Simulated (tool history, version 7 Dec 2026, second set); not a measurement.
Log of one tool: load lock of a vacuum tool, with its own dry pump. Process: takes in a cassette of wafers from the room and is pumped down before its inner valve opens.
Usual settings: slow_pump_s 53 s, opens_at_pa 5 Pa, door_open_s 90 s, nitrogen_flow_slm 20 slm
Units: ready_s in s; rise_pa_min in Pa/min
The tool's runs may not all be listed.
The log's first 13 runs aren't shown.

run    hour  slow_pump_s  opens_at_pa  door_open_s  nitrogen_flow_slm  hours that the pump has run since its overhaul  times that the door has closed on its seal  incoming humidity of the room's air, %  ready_s  rise_pa_min
 14  3750.7           53            5           90                 42                                            3751                                       46183                                    50.0     85.4        0.127
 15  4008.0           53            5           90                 20                                            4008                                       47426                                    45.1     85.4        0.146
 16  4250.5           85            5           90                 20                                            4250                                       48598                                    41.5    112.6        0.149
 17  4554.3           85            5           29                 20                                            4554                                       50065                                    47.8    112.3        0.142
 18  4821.3           85            5           29                 20                                            4821                                       51355                                    44.5    113.1        0.145
 19  5071.0           85            5           29                 19                                            5071                                       52561                                    46.1    112.3        0.150
 20  5290.3           79            6           48                 30                                            5290                                       53621                                    39.5    107.6        0.150
 21  5569.4           79            8           89                 30                                            5569                                       54969                                    47.8    107.0        0.170
 22  5762.6           79            8           89                 30                                            5763                                       55903                                    47.5    107.1        0.168
 23  6087.0           79            8           89                 30                                            6087                                       57470                                    48.4    106.6        0.173
     6169.8  -- door's seal changed, seat wiped
 24  6418.6           79            8           89                 30                                            6417                                        1201                                    41.6    107.6        0.034
 25  6721.9           54            7           89                 30                                            6720                                        2667                                    42.0     87.3        0.031
 26  7019.9           54            7           89                 30                                            7018                                        4107                                    40.8     87.7        0.032
 27  7324.4           78            9           89                  7                                            7323                                        5578                                    42.9    106.2        0.072
 28  7590.6           60            5           89                  7                                            7589                                        6864                                    44.5     95.3        0.072
 29  7903.7           60            5           89                  7                                            7902                                        8376                                    47.4     94.0        0.077

Run 30 comes next. What will it give?
 30  8275.8           72            8           79                  7                                            8274                                       10174                                    44.5        ?            ?

ready_s: 103.8 s
rise_pa_min: 0.072 Pa/min
Without the tool's hidden state the same run would have given ready_s 97.4 s, rise_pa_min 0.062 Pa/min.

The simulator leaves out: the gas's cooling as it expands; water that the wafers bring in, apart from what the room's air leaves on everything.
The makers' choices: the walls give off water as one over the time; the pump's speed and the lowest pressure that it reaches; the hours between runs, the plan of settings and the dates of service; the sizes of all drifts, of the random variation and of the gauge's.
